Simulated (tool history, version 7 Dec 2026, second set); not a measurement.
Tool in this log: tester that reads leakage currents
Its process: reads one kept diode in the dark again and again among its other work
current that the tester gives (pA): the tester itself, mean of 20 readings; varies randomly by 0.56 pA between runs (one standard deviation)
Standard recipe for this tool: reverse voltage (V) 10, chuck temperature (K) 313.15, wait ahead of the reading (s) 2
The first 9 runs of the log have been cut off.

run	hour	reverse voltage (V)	chuck temperature (K)	wait ahead of the reading (s)	hours of work since the probe card was cleaned	hours of work since the tester was calibrated	hours of work since the chuck was calibrated	current that the tester gives (pA)
10	305.2	10	313.15	2	1081	218	1801	197.4
11	341.3	10	313.15	2	1099	236	1819	196.9
12	377	10	313.15	2	1117	253	1837	196.78
13	393.8	16.7	313.15	2	1125	261	1845	244.64
14	421.1	16.7	313.15	2	1138	275	1858	245.57
15	441.4	18.3	313.15	2	1148	285	1868	256.43
16	463.7	10	321.15	2.31	1159	296	1879	351.79
17	492.4	12.4	305.15	1.34	1173	310	1893	120.55
18	519.1	12.4	305.15	1.34	1186	323	1906	120.51
19	539.9	13.1	300.15	0.43	1197	333	1916	89.07
20	559.1	13.1	300.15	0.35	1206	342	1926	90.75
21	579.6	13.1	300.15	0.35	1216	352	1936	91.01
22	602.5	13.1	300.15	0.35	1227	364	1947	90.8
23	623.6	13.1	294.15	0.46	1238	374	1957	59.71
24	640.5	13.1	294.15	0.46	1246	382	1966	59.36
25	659.2	13.1	294.15	0.46	1255	391	1975	59.83
26	697.1	10.1	333.15	0.63	1274	410	1994	817.55
27	728.4	10.1	333.15	0.63	1289	425	2009	820.93
28	744.2	10.1	333.15	0.63	1297	433	2017	820.64
29	762.8	10.1	333.15	0.64	1306	442	2026	822.29
30	780.6	10.1	333.15	0.64	1315	451	2034	820.6

Each row is a separate what-if for the run after 30, all from the same tool condition, not one after another. Results?
A	814.6	10.1	296.15	7.21	1331	468	2051	?
B	814.6	10.1	309.15	0.64	1331	468	2051	?
C	814.6	10.7	295.15	3.14	1331	468	2051	?
D	814.6	10.1	333.15	4.51	1331	468	2051	?
E	814.6	10	315.15	3.04	1331	468	2051	?

run	current that the tester gives (pA)
A	56.36
B	149.46
C	54.51
D	815.49
E	230.33
The same runs, with their run-to-run variation unchanged, on a tool lacking any hidden condition would have given:
run	current that the tester gives (pA)
A	46.64
B	137.46
C	44.34
D	788.39
E	216.31
